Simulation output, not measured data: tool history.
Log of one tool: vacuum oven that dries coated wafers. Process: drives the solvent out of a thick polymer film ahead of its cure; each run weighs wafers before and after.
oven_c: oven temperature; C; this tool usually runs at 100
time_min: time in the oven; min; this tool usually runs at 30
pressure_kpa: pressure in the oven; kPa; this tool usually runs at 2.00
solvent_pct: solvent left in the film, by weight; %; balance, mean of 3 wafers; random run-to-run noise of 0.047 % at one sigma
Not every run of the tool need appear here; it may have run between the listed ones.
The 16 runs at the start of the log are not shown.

run,day,oven_c,time_min,pressure_kpa,hours of work since the thermocouples were calibrated,hours of work since the vacuum gauge was cleaned of residue,solvent_pct
17,5.629,100,30,2.00,617,113,1.64
18,6.083,100,23,2.00,622,118,2.31
19,6.608,89,16,7.07,627,124,7.96
20,6.983,89,16,7.07,631,128,7.94
21,7.250,89,18,1.20,634,130,5.68
22,7.567,103,16,1.41,637,134,2.66
# day 7.696: oven's thermocouples calibrated
23,7.912,103,16,1.41,2,136,2.81
24,8.250,113,16,1.41,6,140,1.14
25,8.500,111,45,6.94,8,142,1.72
26,8.958,100,30,4.51,13,147,2.48
27,9.354,89,44,2.00,17,151,2.38
# day 9.758: oven's thermocouples calibrated, once more
28,9.762,100,27,1.03,0,155,1.43
29,10.162,102,19,4.80,4,159,3.31
30,10.467,100,36,2.00,7,162,1.20
31,10.704,107,33,1.31,10,164,0.56
32,11.146,107,16,5.38,14,169,3.04
33,11.592,104,21,2.00,19,174,1.81
34,11.975,106,30,5.71,23,178,1.95

What if the next run were any one of these 5? Each begins from the tool's condition after run 34:
A,12.279,113,20,1.62,26,181,?
B,12.279,93,35,3.19,26,181,?
C,12.279,95,30,1.92,26,181,?
D,12.279,100,30,6.57,26,181,?
E,12.279,96,30,2.87,26,181,?

run,solvent_pct
A,0.84
B,2.80
C,2.31
D,2.97
E,2.49
The same runs, with their run-to-run variation unchanged, on a tool lacking any hidden condition would have given:
run,solvent_pct
A,0.84
B,2.80
C,2.32
D,2.98
E,2.49
